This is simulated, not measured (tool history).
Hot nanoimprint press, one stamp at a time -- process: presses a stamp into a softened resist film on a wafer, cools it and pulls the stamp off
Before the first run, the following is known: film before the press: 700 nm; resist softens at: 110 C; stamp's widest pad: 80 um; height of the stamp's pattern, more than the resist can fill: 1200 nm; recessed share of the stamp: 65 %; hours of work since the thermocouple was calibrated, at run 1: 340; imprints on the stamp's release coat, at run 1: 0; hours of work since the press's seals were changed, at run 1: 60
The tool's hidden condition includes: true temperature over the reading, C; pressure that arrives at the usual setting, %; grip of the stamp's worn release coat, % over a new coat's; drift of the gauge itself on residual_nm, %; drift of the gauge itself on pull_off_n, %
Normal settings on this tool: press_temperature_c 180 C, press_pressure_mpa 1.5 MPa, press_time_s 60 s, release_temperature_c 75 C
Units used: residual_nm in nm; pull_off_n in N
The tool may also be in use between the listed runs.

run   hour  press_temperature_c  press_pressure_mpa  press_time_s  release_temperature_c  hours of work since the thermocouple was calibrated  imprints on the stamp's release coat  hours of work since the press's seals were changed  residual_nm  pull_off_n
  1      0                  180                 1.5            60                     75                                                  340                                     0                                                  60        369.2         105
  2     44                  180                 1.5            60                     75                                                  361                                   114                                                  81        369.5         108
  3     76                  180                 1.5            60                     75                                                  376                                   197                                                  96        369.9         118
  4  100.4                  180                 1.5            60                     75                                                  388                                   260                                                 108          372         120
  5    123                  180                 1.5            60                     75                                                  399                                   318                                                 119        371.7         118
     169.4  -- plate thermocouple calibrated
  6  169.4                  180                 1.5            60                     75                                                    0                                   430                                                 139        376.2         130
  7  203.2                  180                 1.5            60                     75                                                   16                                   517                                                 156        377.6         133
  8  242.3                  180                 1.5            60                     75                                                   35                                   618                                                 174        378.4         137
  9  290.6                  180                1.42            60                     79                                                   58                                   743                                                 197        387.9         129
 10    335                  180                 1.5            77                     75                                                   79                                   858                                                 219        348.1         150
 11  388.5                  180                1.22            77                     75                                                  105                                   996                                                 244        373.9         157
     417.9  -- stamp cleaned and given a new release coat
 12    437                  184                 1.5            91                     77                                                  125                                    50                                                 264        275.6         108
 13  477.4                  191                 1.5            60                     75                                                  144                                   154                                                 284        240.8         116
     489.3  -- plate thermocouple calibrated, once more
 14    505                  180                1.27            54                     75                                                    8                                   218                                                 296        387.1         119

Consider 5 possible next runs. They are alternatives, not a sequence: every one starts from the tool as it was left by run 14. What does each give?
  A  553.3                  180                1.27           106                     75                                                   31                                   342                                                 319            ?           ?
  B  553.3                  175                1.27            54                     75                                                   31                                   342                                                 319            ?           ?
  C  553.3                  184                1.27            54                     75                                                   31                                   342                                                 319            ?           ?
  D  553.3                  180                2.24            60                     75                                                   31                                   342                                                 319            ?           ?
  E  553.3                  185                 1.8            34                     75                                                   31                                   342                                                 319            ?           ?

run  residual_nm  pull_off_n
  A          304         120
  B          469         117
  C        334.9         122
  D        303.8         116
  E        339.4         121
The same runs, with their run-to-run variation unchanged, on a tool lacking any hidden condition would have given:
run  residual_nm  pull_off_n
  A        302.9         104
  B        467.8         102
  C        333.6         106
  D        300.8         100
  E        337.1         105
